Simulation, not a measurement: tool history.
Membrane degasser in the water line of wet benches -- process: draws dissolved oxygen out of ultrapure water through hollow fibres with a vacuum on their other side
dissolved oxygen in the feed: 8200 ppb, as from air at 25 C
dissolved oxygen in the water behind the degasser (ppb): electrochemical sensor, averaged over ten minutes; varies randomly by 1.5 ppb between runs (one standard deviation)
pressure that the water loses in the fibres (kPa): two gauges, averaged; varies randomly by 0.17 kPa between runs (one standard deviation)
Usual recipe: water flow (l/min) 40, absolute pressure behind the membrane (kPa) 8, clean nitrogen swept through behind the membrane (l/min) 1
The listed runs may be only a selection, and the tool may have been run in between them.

| run | hour | water flow (l/min) | absolute pressure behind the membrane (kPa) | clean nitrogen swept through behind the membrane (l/min) | dissolved oxygen in the water behind the degasser (ppb) | pressure that the water loses in the fibres (kPa) |
|---|---|---|---|---|---|---|
| 1 | 0 | 40 | 8 | 1 | 387.5 | 29.78 |
| 2 | 63.8 | 40 | 8 | 1 | 393 | 29.5 |
| 3 | 153.8 | 40 | 8 | 1 | 392.5 | 29.51 |
|  | 226.6 | seals of the vacuum lines changed |
| 4 | 298.7 | 40 | 8 | 1 | 391 | 29.32 |
| 5 | 433.9 | 40 | 8 | 1 | 389.8 | 29.65 |
| 6 | 529.8 | 28 | 8 | 1 | 294.6 | 21.03 |
| 7 | 616.9 | 28 | 8 | 1 | 292.2 | 20.66 |
| 8 | 688.8 | 40 | 8 | 1 | 394.1 | 29.67 |
| 9 | 807.1 | 40 | 8 | 1 | 394.2 | 29.45 |
| 10 | 920.3 | 40 | 8 | 1 | 395.1 | 29.47 |
| 11 | 1046.7 | 40 | 8 | 1.24 | 333.8 | 29.84 |
| 12 | 1135.9 | 40 | 8.35 | 1.04 | 406.3 | 29.69 |
| 13 | 1210.1 | 40 | 8 | 1.07 | 376.2 | 29.95 |

Estimate the outcome of run 14 from the log above:
| 14 | 1321.6 | 40 | 8 | 1.07 | ? | ? |

dissolved oxygen in the water behind the degasser (ppb): 373.8
pressure that the water loses in the fibres (kPa): 29.77
If the tool had no hidden condition, the same run with the same run-to-run variation would have returned dissolved oxygen in the water behind the degasser (ppb) 355.4, pressure that the water loses in the fibres (kPa) 29.1.
